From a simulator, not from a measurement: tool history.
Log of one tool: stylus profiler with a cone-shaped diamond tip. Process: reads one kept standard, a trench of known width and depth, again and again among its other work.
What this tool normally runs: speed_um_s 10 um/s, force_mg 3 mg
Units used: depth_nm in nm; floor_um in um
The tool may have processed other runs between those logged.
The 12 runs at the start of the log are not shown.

run	day	speed_um_s	force_mg	scans with this tip	hours of work since the height scale was calibrated	depth_nm	floor_um
13	7.508	34	3	712	97	1015.29	16.21
14	8.225	34	3	776	106	1015.17	16.22
15	8.929	10	3	838	114	1015.24	16.35
16	9.529	39	3	891	121	1015.32	16.18
17	10.217	11	8.01	952	129	1028.49	16.33
18	10.858	29	3	1009	137	1015.5	16.18
19	11.179	15	3.65	1037	141	1017.59	16.28
20	11.929	15	3.65	1104	150	1017.12	16.28
21	12.5	3	3.23	1154	157	1016.01	16.32
# day 12.579: height scale calibrated on a step standard
22	12.962	18	1.04	1193	5	1008.58	16.14

Run 23, settings as shown, results not yet in. Your forecast:
23	13.725	18	1.04	1261	14	?	?

depth_nm: 1008.96 nm
floor_um: 16.15 um
Without the tool's hidden state the same run would have given depth_nm 1007.14 nm, floor_um 16.38 um.
